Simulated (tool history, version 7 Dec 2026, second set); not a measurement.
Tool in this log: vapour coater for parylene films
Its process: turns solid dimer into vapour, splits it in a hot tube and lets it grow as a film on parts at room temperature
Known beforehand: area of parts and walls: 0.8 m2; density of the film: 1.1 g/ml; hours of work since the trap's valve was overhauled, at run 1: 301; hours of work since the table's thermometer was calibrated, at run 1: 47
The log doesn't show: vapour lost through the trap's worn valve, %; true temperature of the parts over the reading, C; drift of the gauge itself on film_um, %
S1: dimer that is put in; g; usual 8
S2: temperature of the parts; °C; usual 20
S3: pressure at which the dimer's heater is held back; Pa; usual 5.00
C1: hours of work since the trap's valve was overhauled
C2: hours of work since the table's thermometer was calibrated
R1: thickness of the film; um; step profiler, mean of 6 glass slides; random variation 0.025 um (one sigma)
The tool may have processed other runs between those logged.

Run 1, hour 0.0: usual settings; C1 301; C2 47. Result: R1 5.29 um.
Run 2, hour 30.9: usual settings; C1 316; C2 61. Result: R1 5.32 um.
Run 3, hour 66.9: usual settings; C1 333; C2 79. Result: R1 5.26 um.
Run 4, hour 97.7: usual settings; C1 348; C2 93. Result: R1 5.28 um.
Run 5, hour 124.6: usual settings but S1 7 g; C1 361; C2 106. Result: R1 4.60 um.
Run 6, hour 160.2: usual settings but S1 7 g; C1 378; C2 123. Result: R1 4.54 um.
Run 7, hour 191.7: usual settings but S1 7 g; C1 393; C2 139. Result: R1 4.51 um.
At hour 230.1: trap's valve overhauled.
Run 8, hour 230.8: usual settings but S1 7 g; C1 0; C2 155. Result: R1 4.94 um.
Run 9, hour 270.0: usual settings but S1 7 g; C1 19; C2 174. Result: R1 4.93 um.
Run 10, hour 297.7: usual settings but S1 7 g; C1 32; C2 187. Result: R1 4.91 um.
Run 11, hour 330.5: usual settings but S1 7 g; C1 48; C2 203. Result: R1 4.95 um.
Run 12, hour 358.6: usual settings but S1 7 g; C1 62; C2 217. Result: R1 4.86 um.
Run 13, hour 392.0: usual settings; C1 78; C2 233. Result: R1 5.52 um.
Run 14, hour 428.3: usual settings; C1 95; C2 250. Result: R1 5.54 um.
Run 15, hour 454.3: usual settings; C1 107; C2 262. Result: R1 5.55 um.
Run 16, hour 489.9: usual settings; C1 125; C2 280. Result: R1 5.50 um.
Run 17, hour 523.5: usual settings; C1 141; C2 296. Result: R1 5.44 um.
Run 18, hour 557.1: usual settings; C1 157; C2 312. Result: R1 5.44 um.
Run 19, hour 575.7: usual settings; C1 166; C2 321. Result: R1 5.42 um.
Run 20, hour 596.9: usual settings; C1 176; C2 331. Result: R1 5.46 um.
Run 21, hour 628.2: usual settings; C1 191; C2 346. Result: R1 5.42 um.
Run 22, hour 645.0: usual settings; C1 199; C2 354. Result: R1 5.40 um.
Run 23, hour 675.4: usual settings; C1 213; C2 368. Result: R1 5.39 um.
Run 24, hour 704.1: usual settings; C1 227; C2 382. Result: R1 5.39 um.
Run 25, hour 726.3: usual settings but S1 4 g, S2 12 °C, S3 2.14 Pa; C1 238; C2 393. Result: R1 3.35 um.
Run 26, hour 749.7: usual settings but S1 4 g, S2 12 °C, S3 2.14 Pa; C1 249; C2 404. Result: R1 3.36 um.
Run 27, hour 766.3: usual settings but S1 7 g, S3 2.20 Pa; C1 257; C2 412. Result: R1 5.05 um.
Run 28, hour 783.4: usual settings but S1 7 g, S2 24 °C, S3 4.99 Pa; C1 265; C2 420. Result: R1 4.27 um.
Run 29, hour 804.5: usual settings but S1 7 g, S2 24 °C, S3 4.99 Pa; C1 275; C2 430. Result: R1 4.29 um.
At hour 807.1: table's thermometer calibrated.
Run 30, hour 823.5: usual settings but S1 13 g, S2 17 °C, S3 4.58 Pa; C1 284; C2 8. Result: R1 9.16 um.
Run 31, hour 852.5: usual settings but S1 13 g, S2 19 °C, S3 4.00 Pa; C1 298; C2 22. Result: R1 8.91 um.
Run 32, hour 873.2: usual settings but S1 13 g, S2 19 °C, S3 8.74 Pa; C1 308; C2 32. Result: R1 8.34 um.
Run 33, hour 902.7: usual settings but S3 7.75 Pa; C1 322; C2 46. Result: R1 5.04 um.
Run 34, hour 934.9: usual settings but S1 12 g, S2 17 °C, S3 10.96 Pa; C1 337; C2 61. Result: R1 7.81 um.
Run 35, hour 958.5: usual settings but S1 12 g, S2 16 °C, S3 10.96 Pa; C1 349; C2 73. Result: R1 7.79 um.
Run 36, hour 992.1: usual settings but S2 24 °C, S3 3.81 Pa; C1 365; C2 89. Result: R1 4.98 um.
At hour 1007.8: table's thermometer calibrated, once more.
Run 37, hour 1016.1: usual settings but S1 11 g, S3 3.28 Pa; C1 376; C2 4. Result: R1 7.45 um.
Run 38, hour 1052.1: usual settings but S1 11 g, S3 3.28 Pa; C1 393; C2 21. Result: R1 7.47 um.
Run 39, hour 1070.9: usual settings but S1 11 g, S3 5.02 Pa; C1 402; C2 30. Result: R1 7.15 um.
At hour 1089.7: trap's valve overhauled.
Run 40, hour 1103.2: usual settings but S1 5 g, S3 3.22 Pa; C1 6; C2 44. Result: R1 3.71 um.
Run 41, hour 1140.8: usual settings but S1 5 g, S2 28 °C, S3 3.82 Pa; C1 24; C2 62. Result: R1 3.10 um.
Run 42, hour 1172.1: usual settings but S1 7 g, S2 28 °C, S3 2.07 Pa; C1 40; C2 77. Result: R1 4.57 um.
Run 43, hour 1208.0: usual settings but S1 7 g, S2 15 °C, S3 6.65 Pa; C1 57; C2 94. Result: R1 5.27 um.
Run 44, hour 1232.1: usual settings but S1 10 g, S2 15 °C, S3 11.69 Pa; C1 68; C2 106. Result: R1 7.11 um.
Run 45, hour 1251.5: usual settings but S1 10 g, S2 15 °C, S3 11.69 Pa; C1 78; C2 115. Result: R1 7.14 um.
Run 46, hour 1286.5: usual settings but S1 10 g, S2 15 °C, S3 11.69 Pa; C1 94; C2 132. Result: R1 7.05 um.
Run 47, hour 1315.3: usual settings but S1 10 g, S2 15 °C, S3 11.69 Pa; C1 108; C2 145. Result: R1 7.07 um.

Here are 4 independent what-if runs from the current tool condition. What would each one return?
Run A, hour 1341.3: usual settings but S1 3 g, S2 15 °C, S3 9.78 Pa; C1 121; C2 158. Result: R1 ?.
Run B, hour 1341.3: usual settings but S1 10 g, S2 27 °C, S3 11.69 Pa; C1 121; C2 158. Result: R1 ?.
Run C, hour 1341.3: usual settings but S1 9 g, S2 24 °C; C1 121; C2 158. Result: R1 ?.
Run D, hour 1341.3: usual settings but S1 11 g, S2 17 °C; C1 121; C2 158. Result: R1 ?.

run    R1
  A  2.17
  B  5.60
  C  5.75
  D  8.06
Without the tool's unlogged condition, the same runs would have read:
run    R1
  A  2.23
  B  5.77
  C  5.93
  D  8.32

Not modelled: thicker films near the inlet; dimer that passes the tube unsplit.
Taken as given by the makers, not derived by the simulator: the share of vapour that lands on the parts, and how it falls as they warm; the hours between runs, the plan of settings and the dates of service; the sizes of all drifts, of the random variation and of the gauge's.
